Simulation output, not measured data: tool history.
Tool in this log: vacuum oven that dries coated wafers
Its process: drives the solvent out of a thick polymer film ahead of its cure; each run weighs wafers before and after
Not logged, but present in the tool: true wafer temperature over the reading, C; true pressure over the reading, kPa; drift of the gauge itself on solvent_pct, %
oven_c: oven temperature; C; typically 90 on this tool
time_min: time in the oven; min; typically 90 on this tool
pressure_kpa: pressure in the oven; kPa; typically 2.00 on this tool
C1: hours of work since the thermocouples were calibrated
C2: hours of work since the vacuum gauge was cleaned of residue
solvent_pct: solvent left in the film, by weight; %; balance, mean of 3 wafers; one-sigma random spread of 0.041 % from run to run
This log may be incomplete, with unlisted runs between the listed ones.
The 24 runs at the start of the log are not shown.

{"run": 25, "hour": 1253.9, "oven_c": 103, "time_min": 112, "pressure_kpa": 3.49, "C1": 786, "C2": 1769, "solvent_pct": 2.87}
{"run": 26, "hour": 1290.3, "oven_c": 90, "time_min": 113, "pressure_kpa": 3.42, "C1": 812, "C2": 1795, "solvent_pct": 4.7}
{"run": 27, "hour": 1322.4, "oven_c": 83, "time_min": 45, "pressure_kpa": 1.4, "C1": 834, "C2": 1817, "solvent_pct": 6.84}
{"run": 28, "hour": 1384.8, "oven_c": 83, "time_min": 45, "pressure_kpa": 1.4, "C1": 879, "C2": 1862, "solvent_pct": 6.71}
{"run": 29, "hour": 1448.9, "oven_c": 83, "time_min": 145, "pressure_kpa": 1.41, "C1": 925, "C2": 1908, "solvent_pct": 3.11}
{"run": 30, "hour": 1476.1, "oven_c": 83, "time_min": 145, "pressure_kpa": 7.5, "C1": 944, "C2": 1927, "solvent_pct": 12.24}
{"hour": 1531.0, "done": "oven's thermocouples calibrated"}
{"run": 31, "hour": 1531.0, "oven_c": 83, "time_min": 145, "pressure_kpa": 7.5, "C1": 0, "C2": 1965, "solvent_pct": 13.07}
{"run": 32, "hour": 1574.6, "oven_c": 96, "time_min": 110, "pressure_kpa": 2.97, "C1": 31, "C2": 1996, "solvent_pct": 3.55}
{"run": 33, "hour": 1632.1, "oven_c": 96, "time_min": 110, "pressure_kpa": 2.97, "C1": 72, "C2": 2037, "solvent_pct": 3.54}
{"run": 34, "hour": 1685.8, "oven_c": 96, "time_min": 110, "pressure_kpa": 2.97, "C1": 110, "C2": 2075, "solvent_pct": 3.54}
{"run": 35, "hour": 1724.4, "oven_c": 103, "time_min": 110, "pressure_kpa": 2.97, "C1": 138, "C2": 2103, "solvent_pct": 2.61}
{"run": 36, "hour": 1772.9, "oven_c": 90, "time_min": 50, "pressure_kpa": 2.0, "C1": 173, "C2": 2137, "solvent_pct": 5.53}
{"run": 37, "hour": 1801.3, "oven_c": 90, "time_min": 50, "pressure_kpa": 2.0, "C1": 193, "C2": 2158, "solvent_pct": 5.51}
{"run": 38, "hour": 1850.2, "oven_c": 90, "time_min": 50, "pressure_kpa": 2.0, "C1": 228, "C2": 2192, "solvent_pct": 5.55}
{"run": 39, "hour": 1896.1, "oven_c": 90, "time_min": 50, "pressure_kpa": 2.0, "C1": 260, "C2": 2225, "solvent_pct": 5.58}
{"run": 40, "hour": 1937.0, "oven_c": 78, "time_min": 87, "pressure_kpa": 5.0, "C1": 290, "C2": 2254, "solvent_pct": 12.14}
{"run": 41, "hour": 1981.3, "oven_c": 97, "time_min": 49, "pressure_kpa": 7.87, "C1": 321, "C2": 2286, "solvent_pct": 9.04}
{"run": 42, "hour": 2021.6, "oven_c": 82, "time_min": 139, "pressure_kpa": 1.25, "C1": 350, "C2": 2315, "solvent_pct": 3.49}
{"run": 43, "hour": 2054.2, "oven_c": 100, "time_min": 72, "pressure_kpa": 1.5, "C1": 373, "C2": 2338, "solvent_pct": 2.11}

What if the next run were any one of these 5? Each begins from the tool's condition after run 43:
{"run": "A", "hour": 2084.6, "oven_c": 105, "time_min": 155, "pressure_kpa": 2.0, "C1": 395, "C2": 2360, "solvent_pct": "?"}
{"run": "B", "hour": 2084.6, "oven_c": 77, "time_min": 72, "pressure_kpa": 4.91, "C1": 395, "C2": 2360, "solvent_pct": "?"}
{"run": "C", "hour": 2084.6, "oven_c": 90, "time_min": 46, "pressure_kpa": 2.0, "C1": 395, "C2": 2360, "solvent_pct": "?"}
{"run": "D", "hour": 2084.6, "oven_c": 90, "time_min": 76, "pressure_kpa": 2.0, "C1": 395, "C2": 2360, "solvent_pct": "?"}
{"run": "E", "hour": 2084.6, "oven_c": 90, "time_min": 114, "pressure_kpa": 2.7, "C1": 395, "C2": 2360, "solvent_pct": "?"}

run=A solvent_pct=1.81
run=B solvent_pct=12.65
run=C solvent_pct=5.95
run=D solvent_pct=4.03
run=E solvent_pct=4.18
What these runs would have given with no unlogged condition in the tool:
run=A solvent_pct=1.45
run=B solvent_pct=12.01
run=C solvent_pct=5.54
run=D solvent_pct=3.52
run=E solvent_pct=3.62

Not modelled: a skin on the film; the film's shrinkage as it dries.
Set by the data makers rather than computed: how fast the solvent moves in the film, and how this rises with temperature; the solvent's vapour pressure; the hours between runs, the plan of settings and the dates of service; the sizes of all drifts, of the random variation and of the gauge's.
